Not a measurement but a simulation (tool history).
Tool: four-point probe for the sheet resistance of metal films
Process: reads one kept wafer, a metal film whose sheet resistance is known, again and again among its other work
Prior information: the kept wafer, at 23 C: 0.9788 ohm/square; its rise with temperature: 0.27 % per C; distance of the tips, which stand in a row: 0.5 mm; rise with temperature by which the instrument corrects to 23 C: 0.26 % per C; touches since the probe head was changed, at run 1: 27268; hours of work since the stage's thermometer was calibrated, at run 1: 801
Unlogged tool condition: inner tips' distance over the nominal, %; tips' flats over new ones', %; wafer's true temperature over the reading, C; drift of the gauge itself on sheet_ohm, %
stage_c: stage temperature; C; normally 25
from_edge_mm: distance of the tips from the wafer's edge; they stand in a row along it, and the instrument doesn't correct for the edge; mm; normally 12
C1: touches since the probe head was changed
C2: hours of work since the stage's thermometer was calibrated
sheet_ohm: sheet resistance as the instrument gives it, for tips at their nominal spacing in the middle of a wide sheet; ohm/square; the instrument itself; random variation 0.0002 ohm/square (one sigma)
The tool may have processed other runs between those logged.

run 1 hour=0 | stage_c=25 from_edge_mm=12 | C1=27268 C2=801 | sheet_ohm=0.974533
run 2 hour=48.7 | stage_c=25 from_edge_mm=12 | C1=29197 C2=836 | sheet_ohm=0.974679
run 3 hour=83.4 | stage_c=25 from_edge_mm=12 | C1=30568 C2=861 | sheet_ohm=0.974172
run 4 hour=106.1 | stage_c=32 from_edge_mm=12 | C1=31467 C2=878 | sheet_ohm=0.975286
run 5 hour=131.9 | stage_c=25 from_edge_mm=12 | C1=32490 C2=897 | sheet_ohm=0.97441
run 6 hour=162.3 | stage_c=25 from_edge_mm=12 | C1=33692 C2=919 | sheet_ohm=0.973843
run 7 hour=186.8 | stage_c=25 from_edge_mm=11 | C1=34663 C2=936 | sheet_ohm=0.974206
run 8 hour=234.9 | stage_c=25 from_edge_mm=11 | C1=36568 C2=971 | sheet_ohm=0.974143
run 9 hour=266.4 | stage_c=25 from_edge_mm=44 | C1=37813 C2=994 | sheet_ohm=0.972783
run 10 hour=312.2 | stage_c=25 from_edge_mm=44 | C1=39627 C2=1027 | sheet_ohm=0.973145
run 11 hour=363.5 | stage_c=25 from_edge_mm=44 | C1=41658 C2=1065 | sheet_ohm=0.972666
run 12 hour=407.7 | stage_c=25 from_edge_mm=12 | C1=43407 C2=1097 | sheet_ohm=0.973462
run 13 hour=442.2 | stage_c=29 from_edge_mm=12 | C1=44775 C2=1122 | sheet_ohm=0.973397
-- hour=446.7 stage's thermometer calibrated
run 14 hour=477 | stage_c=29 from_edge_mm=12 | C1=46134 C2=22 | sheet_ohm=0.973
run 15 hour=511 | stage_c=29 from_edge_mm=12 | C1=47478 C2=47 | sheet_ohm=0.972875
-- hour=534.6 stage's thermometer calibrated, once more
run 16 hour=534.6 | stage_c=25 from_edge_mm=12 | C1=48392 C2=0 | sheet_ohm=0.974532
run 17 hour=572 | stage_c=25 from_edge_mm=12 | C1=49873 C2=27 | sheet_ohm=0.973941
run 18 hour=611.7 | stage_c=18 from_edge_mm=12 | C1=51445 C2=56 | sheet_ohm=0.973355
run 19 hour=658.6 | stage_c=18 from_edge_mm=12 | C1=53302 C2=90 | sheet_ohm=0.973148
run 20 hour=680 | stage_c=22 from_edge_mm=12 | C1=54148 C2=105 | sheet_ohm=0.97332
run 21 hour=730.5 | stage_c=22 from_edge_mm=12 | C1=56147 C2=142 | sheet_ohm=0.973099
run 22 hour=762.8 | stage_c=23 from_edge_mm=12 | C1=57428 C2=165 | sheet_ohm=0.973363
run 23 hour=800.4 | stage_c=23 from_edge_mm=12 | C1=58916 C2=193 | sheet_ohm=0.97276
run 24 hour=843 | stage_c=31 from_edge_mm=18 | C1=60603 C2=224 | sheet_ohm=0.973553
run 25 hour=890.2 | stage_c=23 from_edge_mm=11 | C1=62470 C2=258 | sheet_ohm=0.972897
run 26 hour=931.1 | stage_c=22 from_edge_mm=4 | C1=64089 C2=287 | sheet_ohm=0.979721
run 27 hour=953.9 | stage_c=21 from_edge_mm=32 | C1=64991 C2=304 | sheet_ohm=0.971405
run 28 hour=983.2 | stage_c=21 from_edge_mm=73 | C1=66153 C2=325 | sheet_ohm=0.971719
run 29 hour=1024.4 | stage_c=24 from_edge_mm=34 | C1=67781 C2=355 | sheet_ohm=0.971402
run 30 hour=1066.7 | stage_c=26 from_edge_mm=8 | C1=69457 C2=386 | sheet_ohm=0.973852
run 31 hour=1100.6 | stage_c=26 from_edge_mm=8 | C1=70798 C2=410 | sheet_ohm=0.97396
run 32 hour=1135.2 | stage_c=20 from_edge_mm=13 | C1=72170 C2=435 | sheet_ohm=0.97118
run 33 hour=1168.4 | stage_c=26 from_edge_mm=12 | C1=73483 C2=460 | sheet_ohm=0.972447
run 34 hour=1206.9 | stage_c=31 from_edge_mm=12 | C1=75007 C2=487 | sheet_ohm=0.972813
run 35 hour=1243.4 | stage_c=23 from_edge_mm=12 | C1=76453 C2=514 | sheet_ohm=0.971664
run 36 hour=1267.3 | stage_c=24 from_edge_mm=12 | C1=77398 C2=531 | sheet_ohm=0.971672
run 37 hour=1292.9 | stage_c=25 from_edge_mm=13 | C1=78414 C2=550 | sheet_ohm=0.971344
run 38 hour=1330.4 | stage_c=27 from_edge_mm=16 | C1=79894 C2=577 | sheet_ohm=0.971755
run 39 hour=1357.2 | stage_c=23 from_edge_mm=36 | C1=80957 C2=596 | sheet_ohm=0.970049
run 40 hour=1407.8 | stage_c=23 from_edge_mm=36 | C1=82958 C2=633 | sheet_ohm=0.970604
run 41 hour=1448.9 | stage_c=32 from_edge_mm=40 | C1=84585 C2=663 | sheet_ohm=0.970963
run 42 hour=1484.3 | stage_c=31 from_edge_mm=40 | C1=85988 C2=689 | sheet_ohm=0.971363
run 43 hour=1518.2 | stage_c=31 from_edge_mm=40 | C1=87330 C2=713 | sheet_ohm=0.971197
run 44 hour=1555 | stage_c=31 from_edge_mm=40 | C1=88787 C2=740 | sheet_ohm=0.970726
run 45 hour=1605.8 | stage_c=27 from_edge_mm=22 | C1=90797 C2=777 | sheet_ohm=0.9708

3 ways to go on from here, each from the tool as it stands after run 45. What would each give?
run A hour=1636.5 | stage_c=30 from_edge_mm=5 | C1=92014 C2=799 | sheet_ohm=?
run B hour=1636.5 | stage_c=19 from_edge_mm=35 | C1=92014 C2=799 | sheet_ohm=?
run C hour=1636.5 | stage_c=28 from_edge_mm=12 | C1=92014 C2=799 | sheet_ohm=?

run=A sheet_ohm=0.975672
run=B sheet_ohm=0.969091
run=C sheet_ohm=0.971032
The same runs, with their run-to-run variation unchanged, on a tool lacking any hidden condition would have given:
run=A sheet_ohm=0.984946
run=B sheet_ohm=0.978319
run=C sheet_ohm=0.980267
